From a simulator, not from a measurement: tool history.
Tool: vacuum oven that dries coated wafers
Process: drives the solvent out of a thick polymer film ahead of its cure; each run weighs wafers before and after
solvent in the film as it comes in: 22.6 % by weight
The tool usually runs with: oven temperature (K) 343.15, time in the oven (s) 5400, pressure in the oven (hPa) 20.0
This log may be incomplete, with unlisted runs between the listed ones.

run,day,oven temperature (K),time in the oven (s),pressure in the oven (hPa),solvent left in the film (%)
1,0.000,343.15,5400,20.0,5.90
2,2.996,343.15,5400,20.0,5.82
3,5.862,343.15,5400,20.0,5.83
4,7.762,343.15,3180,20.0,9.06
5,9.579,343.15,3180,26.7,9.41
6,12.900,343.15,5400,11.7,5.29
7,15.258,343.15,5400,11.7,5.28
8,18.196,343.15,4860,20.0,6.34
# day 19.150: oven's thermocouples calibrated
9,20.425,343.15,5400,20.0,6.42
10,23.442,343.15,5400,20.0,6.39
11,25.429,343.15,5400,20.0,6.34
12,28.642,343.15,5400,20.0,6.28
13,31.217,343.15,5400,20.0,6.31
14,33.225,343.15,5400,20.0,6.32
15,35.933,343.15,5400,20.0,6.29
16,37.404,339.15,5400,63.6,11.01
17,40.833,339.15,5820,49.3,9.56
18,42.988,339.15,5820,49.3,9.52
19,45.496,339.15,5820,49.3,9.53
20,48.983,339.15,5820,49.3,9.50
21,51.154,339.15,5820,49.3,9.43
22,54.733,339.15,5820,49.3,9.40
23,56.338,348.15,7560,20.0,2.83
24,59.017,343.15,5400,12.7,5.63
25,61.971,345.15,5460,65.8,8.10
26,63.967,343.15,6780,24.9,5.14
27,65.462,343.15,6780,24.9,5.18
28,68.500,336.15,3960,16.2,10.55
29,71.912,351.15,9120,18.2,1.63

Forecast each of these 4 alternatives for the next run:
A,73.450,356.15,6600,10.1,?
B,73.450,356.15,9120,18.2,?
C,73.450,333.15,5940,21.9,?
D,73.450,330.15,6180,15.1,?

run,solvent left in the film (%)
A,1.11
B,1.13
C,9.84
D,10.36
With no hidden state in the tool, these same runs would have given:
run,solvent left in the film (%)
A,1.18
B,1.13
C,10.18
D,10.67

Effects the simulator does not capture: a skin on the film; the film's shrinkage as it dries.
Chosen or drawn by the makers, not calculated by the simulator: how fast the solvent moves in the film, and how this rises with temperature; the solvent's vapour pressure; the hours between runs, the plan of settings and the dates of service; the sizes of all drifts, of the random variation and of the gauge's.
